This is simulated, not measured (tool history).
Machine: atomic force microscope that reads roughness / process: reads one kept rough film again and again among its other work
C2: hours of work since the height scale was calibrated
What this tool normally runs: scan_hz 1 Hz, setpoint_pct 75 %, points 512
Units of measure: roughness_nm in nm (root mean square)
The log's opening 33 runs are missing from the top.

Run 34, day 9.6: usual settings but scan_hz 0.97 Hz, setpoint_pct 83 %, points 882; pictures with this tip 76; C2 218. Result: roughness_nm 2.565 nm (root mean square).
At day 9.833: new tip fitted.
Run 35, day 9.846: usual settings but scan_hz 0.71 Hz, setpoint_pct 88 %; pictures with this tip 1; C2 221. Result: roughness_nm 3.38 nm (root mean square).
Run 36, day 10.258: usual settings but scan_hz 3.71 Hz, setpoint_pct 55 %, points 936; pictures with this tip 17; C2 227. Result: roughness_nm 3.261 nm (root mean square).
Run 37, day 10.483: usual settings but scan_hz 2.05 Hz, setpoint_pct 65 %; pictures with this tip 25; C2 231. Result: roughness_nm 3.116 nm (root mean square).
Run 38, day 10.871: usual settings but scan_hz 2.66 Hz, setpoint_pct 65 %, points 983; pictures with this tip 41; C2 236. Result: roughness_nm 2.857 nm (root mean square).
Run 39, day 11.067: usual settings but scan_hz 2.66 Hz, setpoint_pct 65 %, points 983; pictures with this tip 48; C2 239. Result: roughness_nm 2.778 nm (root mean square).
Run 40, day 11.475: usual settings but scan_hz 2.66 Hz, setpoint_pct 65 %, points 983; pictures with this tip 64; C2 245. Result: roughness_nm 2.645 nm (root mean square).
Run 41, day 11.7: usual settings but scan_hz 2.66 Hz, setpoint_pct 65 %, points 983; pictures with this tip 73; C2 248. Result: roughness_nm 2.543 nm (root mean square).
At day 12: new tip fitted.
Run 42, day 12.033: usual settings but scan_hz 2.66 Hz, setpoint_pct 65 %, points 983; pictures with this tip 1; C2 253. Result: roughness_nm 3.364 nm (root mean square).
Run 43, day 12.35: usual settings but setpoint_pct 64 %; pictures with this tip 13; C2 257. Result: roughness_nm 3.385 nm (root mean square).
Run 44, day 12.642: usual settings but setpoint_pct 64 %; pictures with this tip 25; C2 262. Result: roughness_nm 3.262 nm (root mean square).
Run 45, day 13.025: usual settings but setpoint_pct 57 %; pictures with this tip 40; C2 267. Result: roughness_nm 3.134 nm (root mean square).

Each row is a separate what-if for the run after 45, all from the same tool condition, not one after another. Results?
Run A, day 13.354: usual settings but setpoint_pct 63 %; pictures with this tip 52; C2 272. Result: roughness_nm ?.
Run B, day 13.354: usual settings but setpoint_pct 87 %, points 781; pictures with this tip 52; C2 272. Result: roughness_nm ?.
Run C, day 13.354: usual settings but scan_hz 3.81 Hz, setpoint_pct 57 %, points 783; pictures with this tip 52; C2 272. Result: roughness_nm ?.

run  roughness_nm
  A         2.966
  B         2.687
  C         2.814
Without the tool's hidden state the same runs would have given:
run  roughness_nm
  A         3.659
  B         3.315
  C          3.47
